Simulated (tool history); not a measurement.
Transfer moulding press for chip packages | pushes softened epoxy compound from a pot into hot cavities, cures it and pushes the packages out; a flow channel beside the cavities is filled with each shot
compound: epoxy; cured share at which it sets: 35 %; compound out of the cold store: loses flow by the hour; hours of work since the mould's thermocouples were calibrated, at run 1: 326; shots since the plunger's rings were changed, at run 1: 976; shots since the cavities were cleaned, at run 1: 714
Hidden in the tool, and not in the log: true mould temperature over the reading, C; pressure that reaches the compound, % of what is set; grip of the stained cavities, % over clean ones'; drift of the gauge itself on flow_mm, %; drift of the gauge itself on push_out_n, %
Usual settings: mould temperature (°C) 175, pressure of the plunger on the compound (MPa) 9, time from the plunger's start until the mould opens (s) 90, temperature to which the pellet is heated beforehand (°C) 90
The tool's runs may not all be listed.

run	hour	mould temperature (°C)	pressure of the plunger on the compound (MPa)	time from the plunger's start until the mould opens (s)	temperature to which the pellet is heated beforehand (°C)	hours of work since the mould's thermocouples were calibrated	shots since the plunger's rings were changed	shots since the cavities were cleaned	incoming compound's hours out of the cold store	length that the compound runs in the flow channel (mm)	greatest force on the pins that push the packages out (N)
1	0	175	9	90	90	326	976	714	28.1	798	523
2	10.9	175	9	90	90	334	1124	862	18.8	809	562
3	28.5	175	9	90	90	347	1364	1102	40.1	767	571
# hour 33.1: cavities cleaned with cleaning compound and waxed
4	47.3	175	9	90	90	360	1599	192	24.9	797	428
5	61.4	175	9	90	90	370	1791	384	22	797	484
6	81	175	9	90	90	384	2058	651	13.6	818	546
7	95.7	175	9	90	90	395	2258	851	26.8	771	564
8	110	175	9	90	90	405	2452	1045	21.3	787	588
# hour 118.8: cavities cleaned with cleaning compound and waxed
9	126.4	175	9	90	90	416	2655	103	10.5	814	428
10	138.8	175	6.84	90	90	425	2824	272	23	682	463
11	157.3	175	9	90	90	439	3076	524	9	809	535
12	166.4	175	9	90	90	445	3200	648	38.1	745	523
13	182.6	175	9	90	90	457	3420	868	8.9	806	571
14	202.5	175	9	90	90	472	3690	1138	46	717	560
# hour 205.9: cavities cleaned with cleaning compound and waxed
15	217.8	175	9	90	90	482	3879	162	31.7	740	427
16	231.5	172	9	73	90	492	4066	349	28.7	768	936
17	247.5	172	9	73	90	504	4284	567	14.9	791	1078
# hour 254.6: plunger's sealing rings changed
18	271.1	172	9	73	90	519	224	853	41.9	782	1114
19	286.1	172	9	73	90	530	428	1057	32.2	806	1200
# hour 294.7: cavities cleaned with cleaning compound and waxed
20	300.7	172	9	73	90	540	607	82	24	815	878
21	314.8	171	7.66	126	84	550	799	274	34.9	737	343
22	325.9	169	7.66	126	96	558	949	424	36.8	726	405
23	344.9	172	9	100	90	572	1208	683	15.3	834	547
24	364.1	170	8.05	89	82	586	1469	944	18.1	797	897
25	377.2	170	8.05	89	82	595	1648	1123	13.9	798	899
# hour 380.4: cavities cleaned with cleaning compound and waxed
26	396.2	170	8.05	89	82	608	1886	216	42.6	720	680
27	415.4	170	8.05	89	82	622	2147	477	14.5	786	790
28	430.2	170	8.05	89	82	633	2348	678	9.5	799	835

Forecast each of these 5 alternatives for the next run:
A	440.7	170	7.72	96	94	641	2491	821	46.9	?	?
B	440.7	176	9.44	93	90	641	2491	821	13.6	?	?
C	440.7	171	8.05	89	100	641	2491	821	39.5	?	?
D	440.7	181	9	116	86	641	2491	821	9.6	?	?
E	440.7	175	10.9	90	90	641	2491	821	23.3	?	?

run	length that the compound runs in the flow channel (mm)	greatest force on the pins that push the packages out (N)
A	684	652
B	831	518
C	715	728
D	803	371
E	864	568
Without the tool's hidden state the same runs would have given:
run	length that the compound runs in the flow channel (mm)	greatest force on the pins that push the packages out (N)
A	712	413
B	867	333
C	745	461
D	837	254
E	901	361
